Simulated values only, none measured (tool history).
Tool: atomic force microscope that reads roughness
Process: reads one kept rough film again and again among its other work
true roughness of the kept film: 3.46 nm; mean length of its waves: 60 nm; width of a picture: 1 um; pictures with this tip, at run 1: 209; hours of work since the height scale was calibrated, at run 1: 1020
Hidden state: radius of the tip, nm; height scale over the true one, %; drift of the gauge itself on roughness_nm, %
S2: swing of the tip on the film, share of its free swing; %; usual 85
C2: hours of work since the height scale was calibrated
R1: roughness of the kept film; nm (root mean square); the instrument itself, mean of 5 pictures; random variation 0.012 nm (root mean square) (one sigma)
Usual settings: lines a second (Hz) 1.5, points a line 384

run 1 day=0 | lines_a_second_(Hz)=1.5 S2=85 points_a_line=384 | pictures_with_this_tip=209 C2=1020 | R1=2.734
-- day=0.996 new tip fitted
run 2 day=1.188 | lines_a_second_(Hz)=1.5 S2=85 points_a_line=384 | pictures_with_this_tip=8 C2=1034 | R1=2.888
run 3 day=3.192 | lines_a_second_(Hz)=1.5 S2=85 points_a_line=384 | pictures_with_this_tip=92 C2=1059 | R1=2.813
run 4 day=4.725 | lines_a_second_(Hz)=1.5 S2=85 points_a_line=384 | pictures_with_this_tip=155 C2=1078 | R1=2.763
run 5 day=5.796 | lines_a_second_(Hz)=1.5 S2=85 points_a_line=384 | pictures_with_this_tip=200 C2=1091 | R1=2.71
-- day=6.979 new tip fitted
run 6 day=7.308 | lines_a_second_(Hz)=1.5 S2=85 points_a_line=715 | pictures_with_this_tip=14 C2=1109 | R1=2.866
run 7 day=9.167 | lines_a_second_(Hz)=2.4 S2=85 points_a_line=384 | pictures_with_this_tip=91 C2=1132 | R1=2.6
run 8 day=10.888 | lines_a_second_(Hz)=1.5 S2=62 points_a_line=384 | pictures_with_this_tip=163 C2=1154 | R1=3.055
-- day=12.942 new tip fitted
run 9 day=13.079 | lines_a_second_(Hz)=1.5 S2=85 points_a_line=273 | pictures_with_this_tip=5 C2=1180 | R1=2.862
run 10 day=14.229 | lines_a_second_(Hz)=1.5 S2=85 points_a_line=273 | pictures_with_this_tip=53 C2=1194 | R1=2.834
run 11 day=16.288 | lines_a_second_(Hz)=1.5 S2=85 points_a_line=273 | pictures_with_this_tip=139 C2=1220 | R1=2.768
run 12 day=17.604 | lines_a_second_(Hz)=1.5 S2=85 points_a_line=273 | pictures_with_this_tip=193 C2=1236 | R1=2.746
-- day=18.9 new tip fitted
run 13 day=19.779 | lines_a_second_(Hz)=1.5 S2=85 points_a_line=353 | pictures_with_this_tip=37 C2=1263 | R1=2.842
run 14 day=21.662 | lines_a_second_(Hz)=1.5 S2=85 points_a_line=353 | pictures_with_this_tip=115 C2=1286 | R1=2.782
run 15 day=22.754 | lines_a_second_(Hz)=0.64 S2=60 points_a_line=764 | pictures_with_this_tip=161 C2=1299 | R1=3.151
-- day=24.142 height scale calibrated on a step standard
-- day=24.867 new tip fitted
run 16 day=24.912 | lines_a_second_(Hz)=1.5 S2=65 points_a_line=384 | pictures_with_this_tip=2 C2=9 | R1=3.203
run 17 day=26.338 | lines_a_second_(Hz)=2.26 S2=55 points_a_line=609 | pictures_with_this_tip=61 C2=27 | R1=3.175
run 18 day=27.546 | lines_a_second_(Hz)=2.26 S2=55 points_a_line=609 | pictures_with_this_tip=111 C2=42 | R1=3.159
run 19 day=29.792 | lines_a_second_(Hz)=2.71 S2=85 points_a_line=256 | pictures_with_this_tip=205 C2=69 | R1=2.471
-- day=30.762 new tip fitted
run 20 day=31.842 | lines_a_second_(Hz)=2.71 S2=85 points_a_line=256 | pictures_with_this_tip=45 C2=94 | R1=2.564
run 21 day=33.371 | lines_a_second_(Hz)=1.81 S2=61 points_a_line=256 | pictures_with_this_tip=109 C2=113 | R1=3.125
run 22 day=34.504 | lines_a_second_(Hz)=1.5 S2=61 points_a_line=836 | pictures_with_this_tip=156 C2=127 | R1=3.116
-- day=36.671 new tip fitted
run 23 day=36.671 | lines_a_second_(Hz)=2.87 S2=56 points_a_line=384 | pictures_with_this_tip=0 C2=154 | R1=3.194
run 24 day=37.596 | lines_a_second_(Hz)=0.52 S2=88 points_a_line=384 | pictures_with_this_tip=39 C2=165 | R1=3.138
run 25 day=39.304 | lines_a_second_(Hz)=0.52 S2=89 points_a_line=384 | pictures_with_this_tip=110 C2=186 | R1=3.097

Forecast each of these 3 alternatives for the next run:
run A day=40.838 | lines_a_second_(Hz)=0.95 S2=73 points_a_line=604 | pictures_with_this_tip=174 C2=205 | R1=?
run B day=40.838 | lines_a_second_(Hz)=0.63 S2=89 points_a_line=384 | pictures_with_this_tip=174 C2=205 | R1=?
run C day=40.838 | lines_a_second_(Hz)=1.55 S2=57 points_a_line=686 | pictures_with_this_tip=174 C2=205 | R1=?

run=A R1=3.062
run=B R1=2.982
run=C R1=3.132
Without the tool's hidden state the same runs would have given:
run=A R1=3.214
run=B R1=3.13
run=C R1=3.287
